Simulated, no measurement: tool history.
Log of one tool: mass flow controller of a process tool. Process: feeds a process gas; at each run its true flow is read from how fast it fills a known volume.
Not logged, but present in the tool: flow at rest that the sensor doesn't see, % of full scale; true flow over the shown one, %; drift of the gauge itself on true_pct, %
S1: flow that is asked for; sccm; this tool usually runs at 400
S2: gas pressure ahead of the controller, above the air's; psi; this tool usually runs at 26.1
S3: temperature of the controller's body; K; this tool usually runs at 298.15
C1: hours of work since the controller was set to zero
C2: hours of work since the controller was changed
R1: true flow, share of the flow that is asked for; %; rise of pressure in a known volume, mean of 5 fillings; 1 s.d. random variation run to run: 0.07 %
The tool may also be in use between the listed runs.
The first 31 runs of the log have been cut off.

run,hour,S1,S2,S3,C1,C2,R1
32,4974.0,261,25.7,305.15,1137,6359,99.21
33,5206.0,261,25.7,305.15,1298,6519,99.09
34,5361.8,400,23.9,310.15,1405,6627,98.98
35,5532.5,400,23.9,310.15,1524,6746,99.17
36,5655.2,400,31.9,298.15,1609,6831,99.89
37,5865.9,417,35.0,307.15,1755,6977,99.59
38,6015.5,417,35.0,307.15,1859,7081,99.61
39,6168.4,417,35.0,307.15,1965,7187,99.46
40,6272.3,417,35.0,307.15,2037,7259,99.70

Expected results for the next run?
41,6476.1,417,35.0,307.15,2178,7400,?

{"run 41": {"R1": 99.76}}
Had the tool carried no hidden state, the very same run would have given R1 98.24 %.

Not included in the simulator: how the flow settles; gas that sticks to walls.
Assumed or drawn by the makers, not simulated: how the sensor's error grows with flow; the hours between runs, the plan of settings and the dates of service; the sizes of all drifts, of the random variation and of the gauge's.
